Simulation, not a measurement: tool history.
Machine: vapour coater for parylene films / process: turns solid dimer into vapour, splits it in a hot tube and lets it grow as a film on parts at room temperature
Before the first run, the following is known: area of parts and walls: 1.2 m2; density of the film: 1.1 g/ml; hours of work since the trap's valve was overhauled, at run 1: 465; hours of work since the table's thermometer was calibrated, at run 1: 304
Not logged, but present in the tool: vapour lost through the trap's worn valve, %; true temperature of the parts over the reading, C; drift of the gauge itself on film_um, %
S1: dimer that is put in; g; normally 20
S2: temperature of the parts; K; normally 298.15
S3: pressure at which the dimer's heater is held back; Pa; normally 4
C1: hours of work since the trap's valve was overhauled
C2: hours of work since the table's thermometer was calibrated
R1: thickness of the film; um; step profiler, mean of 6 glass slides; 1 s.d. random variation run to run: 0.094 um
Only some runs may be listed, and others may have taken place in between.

run,day,S1,S2,S3,C1,C2,R1
1,0,20,298.15,4,465,304,10.39
2,1.342,20,298.15,4,487,326,10.1
3,2.108,20,298.15,4,499,338,9.97
# day 2.558: trap's valve overhauled
4,3.288,8,298.15,4,12,355,4.47
5,4.083,22,298.15,4,25,368,12.55
6,5.429,22,298.15,4,47,390,12.21
7,6.896,22,298.15,4,70,413,12.43
8,7.596,22,298.15,4,82,425,12.44
9,8.479,10,298.15,2.38,96,439,6.4
10,9.292,22,297.15,8.56,109,452,10.75
11,9.979,12,295.15,7.85,120,463,6.45
12,11.175,18,295.15,8.11,140,483,9.57
13,12.279,10,298.15,6.7,158,501,4.87

What if the next run were any one of these 4? Each begins from the tool's condition after run 13:
A,13.692,11,291.15,10.32,181,524,?
B,13.692,10,293.15,4.56,181,524,?
C,13.692,20,298.15,2.96,181,524,?
D,13.692,8,302.15,4,181,524,?

run,R1
A,6.71
B,6.75
C,11.65
D,3.59
Take away the tool's hidden state, keep each run's random variation, and the runs would have read:
run,R1
A,7.09
B,7.13
C,12.31
D,3.79
